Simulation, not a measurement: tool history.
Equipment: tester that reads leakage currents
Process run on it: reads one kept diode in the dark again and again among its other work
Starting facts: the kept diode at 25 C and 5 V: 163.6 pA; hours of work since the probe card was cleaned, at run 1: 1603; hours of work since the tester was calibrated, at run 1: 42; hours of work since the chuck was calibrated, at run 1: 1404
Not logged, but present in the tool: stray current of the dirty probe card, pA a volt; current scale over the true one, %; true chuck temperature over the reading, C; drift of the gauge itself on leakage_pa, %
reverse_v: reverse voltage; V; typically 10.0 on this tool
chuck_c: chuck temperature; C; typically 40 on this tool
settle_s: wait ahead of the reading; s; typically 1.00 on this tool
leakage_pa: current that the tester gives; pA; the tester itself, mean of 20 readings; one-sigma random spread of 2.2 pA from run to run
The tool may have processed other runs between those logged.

| run | hour | reverse_v | chuck_c | settle_s | hours of work since the probe card was cleaned | hours of work since the tester was calibrated | hours of work since the chuck was calibrated | leakage_pa |
|---|---|---|---|---|---|---|---|---|
| 1 | 0.0 | 10.0 | 40 | 1.00 | 1603 | 42 | 1404 | 792.49 |
| 2 | 25.8 | 10.0 | 40 | 1.00 | 1622 | 61 | 1423 | 790.10 |
| 3 | 58.7 | 10.0 | 40 | 1.00 | 1647 | 85 | 1447 | 793.10 |
| 4 | 80.4 | 10.0 | 40 | 1.00 | 1663 | 101 | 1463 | 791.66 |
| 5 | 107.1 | 10.0 | 40 | 1.00 | 1682 | 121 | 1483 | 792.01 |
| 6 | 121.8 | 10.0 | 40 | 1.00 | 1693 | 131 | 1494 | 793.40 |
| 7 | 144.4 | 10.0 | 40 | 1.00 | 1710 | 148 | 1510 | 792.79 |
| 8 | 162.0 | 1.7 | 40 | 1.00 | 1723 | 161 | 1523 | 275.28 |
| 9 | 177.2 | 1.7 | 40 | 1.00 | 1734 | 172 | 1535 | 273.93 |
| 10 | 203.5 | 5.4 | 40 | 1.00 | 1753 | 191 | 1554 | 555.44 |
| 11 | 218.9 | 5.4 | 40 | 1.00 | 1764 | 203 | 1565 | 550.86 |
| 12 | 245.0 | 5.4 | 40 | 1.00 | 1784 | 222 | 1585 | 550.62 |
| 13 | 261.9 | 10.0 | 40 | 4.33 | 1796 | 234 | 1597 | 799.26 |
| 14 | 294.8 | 10.0 | 40 | 4.33 | 1820 | 259 | 1621 | 799.38 |
| 15 | 321.7 | 10.0 | 40 | 4.33 | 1840 | 278 | 1641 | 799.04 |
| 16 | 350.6 | 10.0 | 40 | 4.33 | 1861 | 300 | 1662 | 801.68 |
| 17 | 369.6 | 10.0 | 50 | 1.00 | 1875 | 314 | 1676 | 1521.93 |
| 18 | 396.8 | 10.0 | 21 | 1.00 | 1895 | 334 | 1696 | 221.97 |
| 19 | 417.4 | 5.9 | 40 | 1.00 | 1911 | 349 | 1711 | 585.99 |
| 20 | 448.2 | 10.0 | 28 | 1.00 | 1933 | 371 | 1734 | 361.68 |
| 21 | 468.7 | 4.8 | 40 | 1.00 | 1948 | 387 | 1749 | 521.33 |

The next listed run, before its measurement:
| 22 | 487.6 | 8.7 | 21 | 1.00 | 1962 | 400 | 1763 | ? |

Logged for run 22: leakage_pa 204.15 pA.
Take away the tool's hidden state, keep the run-to-run variation as it was, and the same run would have given leakage_pa 170.43 pA.
